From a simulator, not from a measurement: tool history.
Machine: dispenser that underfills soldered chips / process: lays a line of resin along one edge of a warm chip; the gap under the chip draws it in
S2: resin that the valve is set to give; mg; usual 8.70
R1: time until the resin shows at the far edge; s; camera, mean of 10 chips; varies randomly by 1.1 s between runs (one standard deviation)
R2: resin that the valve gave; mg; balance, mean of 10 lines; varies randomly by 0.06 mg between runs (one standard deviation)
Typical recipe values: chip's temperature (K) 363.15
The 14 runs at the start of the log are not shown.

At hour 67.7: new syringe of resin.
Run 15, hour 73.4: usual settings but chip's temperature (K) 372.15. Result: R1 110.1 s, R2 7.85 mg.
Run 16, hour 78.7: usual settings. Result: R1 218.0 s, R2 7.84 mg.
At hour 80.6: new syringe of resin.
Run 17, hour 82.3: usual settings. Result: R1 120.6 s, R2 7.82 mg.
Run 18, hour 87.2: usual settings but chip's temperature (K) 376.15, S2 8.06 mg. Result: R1 108.4 s, R2 7.15 mg.
At hour 88.9: dispensing valve cleaned and set on the balance.
At hour 94.1: new syringe of resin.
Run 19, hour 95.9: usual settings but chip's temperature (K) 376.15, S2 8.06 mg. Result: R1 76.5 s, R2 8.12 mg.
Run 20, hour 100.6: usual settings but chip's temperature (K) 357.15, S2 11.29 mg. Result: R1 192.1 s, R2 11.34 mg.
At hour 106.8: new syringe of resin.
Run 21, hour 108.5: usual settings but chip's temperature (K) 357.15, S2 11.29 mg. Result: R1 143.1 s, R2 11.09 mg.
Run 22, hour 113.9: usual settings but chip's temperature (K) 357.15, S2 11.29 mg. Result: R1 201.8 s, R2 11.22 mg.
Run 23, hour 117.5: usual settings but chip's temperature (K) 353.15. Result: R1 304.9 s, R2 8.60 mg.
At hour 119.3: new syringe of resin.
Run 24, hour 125.1: usual settings but S2 7.78 mg. Result: R1 159.6 s, R2 7.67 mg.
Run 25, hour 128.4: usual settings but chip's temperature (K) 362.15, S2 9.14 mg. Result: R1 195.9 s, R2 8.94 mg.
At hour 132.0: new syringe of resin.
Run 26, hour 136.1: usual settings but chip's temperature (K) 362.15, S2 9.14 mg. Result: R1 140.9 s, R2 8.97 mg.
Run 27, hour 143.0: usual settings but chip's temperature (K) 353.15, S2 8.74 mg. Result: R1 307.1 s, R2 8.60 mg.
At hour 144.9: new syringe of resin.
Run 28, hour 146.5: usual settings but chip's temperature (K) 353.15, S2 8.74 mg. Result: R1 168.4 s, R2 8.42 mg.
Run 29, hour 150.8: usual settings but chip's temperature (K) 353.15, S2 8.74 mg. Result: R1 225.5 s, R2 8.49 mg.
Run 30, hour 154.1: usual settings but chip's temperature (K) 353.15, S2 8.74 mg. Result: R1 277.2 s, R2 8.50 mg.
At hour 157.6: new syringe of resin.
Run 31, hour 159.5: usual settings but chip's temperature (K) 353.15, S2 9.03 mg. Result: R1 170.7 s, R2 8.73 mg.
Run 32, hour 163.4: usual settings but chip's temperature (K) 360.15, S2 10.62 mg. Result: R1 164.3 s, R2 10.12 mg.
Run 33, hour 168.5: usual settings but chip's temperature (K) 360.15, S2 9.10 mg. Result: R1 237.5 s, R2 8.65 mg.

What if the next run were any one of these 4? Each begins from the tool's condition after run 33:
At hour 170.1: new syringe of resin.
Run A, hour 176.4: usual settings but chip's temperature (K) 361.15, S2 8.99 mg. Result: R1 ?, R2 ?.
At hour 170.1: new syringe of resin.
Run B, hour 176.4: usual settings but chip's temperature (K) 373.15, S2 9.17 mg. Result: R1 ?, R2 ?.
At hour 170.1: new syringe of resin.
Run C, hour 176.4: usual settings but chip's temperature (K) 376.15, S2 9.52 mg. Result: R1 ?, R2 ?.
At hour 170.1: new syringe of resin.
Run D, hour 176.4: usual settings but S2 11.07 mg. Result: R1 ?, R2 ?.

run     R1     R2
  A  170.1   8.51
  B  109.8   8.62
  C   98.9   9.02
  D  154.2  10.65
The same runs, with their run-to-run variation unchanged, on a tool lacking any hidden condition would have given:
run     R1     R2
  A  119.3   8.94
  B   76.7   9.07
  C   69.2   9.49
  D  108.8  11.19
